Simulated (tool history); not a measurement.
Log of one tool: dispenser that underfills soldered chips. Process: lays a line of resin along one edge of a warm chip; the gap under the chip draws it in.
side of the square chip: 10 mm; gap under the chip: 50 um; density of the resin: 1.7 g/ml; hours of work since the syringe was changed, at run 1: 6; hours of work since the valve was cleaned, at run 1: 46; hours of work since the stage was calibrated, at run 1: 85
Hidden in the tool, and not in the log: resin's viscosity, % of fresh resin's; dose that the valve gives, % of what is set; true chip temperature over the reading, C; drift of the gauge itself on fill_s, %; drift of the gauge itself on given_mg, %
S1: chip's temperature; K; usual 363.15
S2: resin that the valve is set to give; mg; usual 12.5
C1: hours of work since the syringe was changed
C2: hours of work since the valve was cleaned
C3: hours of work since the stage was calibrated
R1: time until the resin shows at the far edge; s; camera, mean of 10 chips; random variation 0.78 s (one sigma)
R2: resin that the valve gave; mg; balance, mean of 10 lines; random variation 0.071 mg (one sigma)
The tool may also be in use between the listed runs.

Run 1, day 0: usual settings; C1 6; C2 46; C3 85. Result: R1 121.9 s, R2 11.95 mg.
At day 0.262: new syringe of resin.
Run 2, day 0.262: usual settings; C1 0; C2 51; C3 89. Result: R1 74.3 s, R2 11.88 mg.
At day 0.542: dispensing valve cleaned and set on the balance.
Run 3, day 0.554: usual settings but S2 15 mg; C1 4; C2 0; C3 94. Result: R1 107 s, R2 14.96 mg.
Run 4, day 0.708: usual settings but S2 15 mg; C1 7; C2 3; C3 96. Result: R1 134.5 s, R2 14.84 mg.
Run 5, day 0.829: usual settings but S2 15 mg; C1 9; C2 5; C3 99. Result: R1 161.2 s, R2 14.93 mg.
At day 0.904: new syringe of resin.
Run 6, day 1.021: usual settings but S2 15 mg; C1 2; C2 8; C3 102. Result: R1 86.6 s, R2 14.86 mg.
Run 7, day 1.175: usual settings but S2 15 mg; C1 5; C2 11; C3 104. Result: R1 106.9 s, R2 14.94 mg.
Run 8, day 1.296: usual settings but S2 15 mg; C1 7; C2 13; C3 107. Result: R1 128.9 s, R2 14.79 mg.
Run 9, day 1.454: usual settings but S2 15 mg; C1 10; C2 16; C3 109. Result: R1 164.6 s, R2 14.93 mg.
At day 1.5: new syringe of resin.
Run 10, day 1.633: usual settings but S2 15 mg; C1 2; C2 19; C3 112. Result: R1 87.6 s, R2 14.73 mg.
Run 11, day 1.888: usual settings; C1 7; C2 23; C3 117. Result: R1 132.6 s, R2 12.29 mg.
At day 2.1: new syringe of resin.
Run 12, day 2.1: usual settings; C1 0; C2 27; C3 120. Result: R1 74.2 s, R2 12.16 mg.
Run 13, day 2.3: usual settings; C1 4; C2 30; C3 124. Result: R1 102 s, R2 12.11 mg.
Run 14, day 2.471: usual settings but S2 15.1 mg; C1 7; C2 33; C3 127. Result: R1 128.5 s, R2 14.58 mg.
Run 15, day 2.617: usual settings but S1 359.15 K, S2 11.4 mg; C1 9; C2 36; C3 129. Result: R1 197.7 s, R2 11.08 mg.
At day 2.688: new syringe of resin.
Run 16, day 2.767: usual settings but S1 377.15 K, S2 11.4 mg; C1 1; C2 38; C3 132. Result: R1 52 s, R2 11.01 mg.
Run 17, day 2.883: usual settings but S1 372.15 K, S2 11.3 mg; C1 3; C2 40; C3 134. Result: R1 74.3 s, R2 10.91 mg.
Run 18, day 3.1: usual settings but S1 365.15 K, S2 15 mg; C1 7; C2 44; C3 138. Result: R1 126.6 s, R2 14.32 mg.
At day 3.275: new syringe of resin.
Run 19, day 3.308: usual settings but S1 364.15 K, S2 10.8 mg; C1 1; C2 48; C3 141. Result: R1 81.3 s, R2 10.29 mg.
Run 20, day 3.421: usual settings but S1 364.15 K, S2 10.8 mg; C1 3; C2 49; C3 143. Result: R1 92.4 s, R2 10.4 mg.
Run 21, day 3.625: usual settings but S1 364.15 K, S2 10.8 mg; C1 6; C2 53; C3 147. Result: R1 128.4 s, R2 10.25 mg.
At day 3.758: dispensing valve cleaned and set on the balance.
Run 22, day 3.838: usual settings but S1 350.15 K, S2 10.7 mg; C1 9; C2 1; C3 150. Result: R1 289.1 s, R2 10.59 mg.
At day 3.904: new syringe of resin.
Run 23, day 4.067: usual settings but S1 372.15 K, S2 10.8 mg; C1 3; C2 5; C3 153. Result: R1 71 s, R2 10.51 mg.
Run 24, day 4.221: usual settings but S1 372.15 K, S2 11.3 mg; C1 6; C2 8; C3 156. Result: R1 89.9 s, R2 11.11 mg.
Run 25, day 4.379: usual settings but S1 372.15 K, S2 11.3 mg; C1 8; C2 11; C3 159. Result: R1 112.1 s, R2 11.28 mg.

The same runs without the tool's hidden state, with the same run-to-run variation:
run     R1     R2
  1   71.4  12.52
  2   71.5  12.49
  3   71.2  14.97
  4   70.7  14.88
  5   70.1     15
  6     71  14.98
  7   69.3   15.1
  8   69.4  14.99
  9   70.1  15.15
 10     70     15
 11   71.5  12.57
 12   71.1  12.48
 13   72.1  12.46
 14   70.3  15.06
 15   85.6  11.47
 16   44.1  11.42
 17   52.6  11.33
 18   65.1  14.94
 19   73.4  10.77
 20   70.2   10.9
 21   71.3   10.8
 22  125.9  10.61
 23     53  10.56
 24   53.6  11.19
 25     52   11.4

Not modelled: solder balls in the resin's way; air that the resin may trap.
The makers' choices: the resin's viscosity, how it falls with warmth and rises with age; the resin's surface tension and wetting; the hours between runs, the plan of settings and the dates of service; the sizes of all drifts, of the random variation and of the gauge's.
